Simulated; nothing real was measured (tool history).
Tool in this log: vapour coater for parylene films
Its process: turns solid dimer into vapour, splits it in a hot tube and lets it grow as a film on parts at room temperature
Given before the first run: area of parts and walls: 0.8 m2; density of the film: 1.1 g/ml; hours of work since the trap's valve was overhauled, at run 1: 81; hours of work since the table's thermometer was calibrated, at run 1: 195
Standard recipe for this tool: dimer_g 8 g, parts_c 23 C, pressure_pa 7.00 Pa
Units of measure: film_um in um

run    day  dimer_g  parts_c  pressure_pa  hours of work since the trap's valve was overhauled  hours of work since the table's thermometer was calibrated  film_um
  1  0.000        8       23         7.00                                                   81                                                         195     5.80
  2  0.400        8       23         7.00                                                   90                                                         203     5.78
  3  0.771        8       23         7.00                                                   97                                                         210     5.82
  4  1.133        8       23         7.00                                                  104                                                         218     5.83
  5  1.596        8       23         7.00                                                  114                                                         227     5.78
  6  2.142        8       23         7.00                                                  125                                                         238     5.77
  7  2.762        8       23         7.00                                                  137                                                         250     5.80
  8  3.492        8       23         7.00                                                  152                                                         265     5.78
  9  4.067        8       22         6.46                                                  163                                                         277     6.05
 10  4.779        8       22         6.46                                                  178                                                         291     6.00

Predict each of these 4 candidate next runs independently; none follows another, all start after run 10:
  A  5.150        5       28        11.65                                                  185                                                         299        ?
  B  5.150        8       23         2.38                                                  185                                                         299        ?
  C  5.150        5       31        10.91                                                  185                                                         299        ?
  D  5.150        8       18        11.90                                                  185                                                         299        ?

run  film_um
  A     2.54
  B     6.96
  C     2.29
  D     6.43
Had the tool no hidden state, the same runs would have come out as:
run  film_um
  A     2.64
  B     7.24
  C     2.38
  D     6.69

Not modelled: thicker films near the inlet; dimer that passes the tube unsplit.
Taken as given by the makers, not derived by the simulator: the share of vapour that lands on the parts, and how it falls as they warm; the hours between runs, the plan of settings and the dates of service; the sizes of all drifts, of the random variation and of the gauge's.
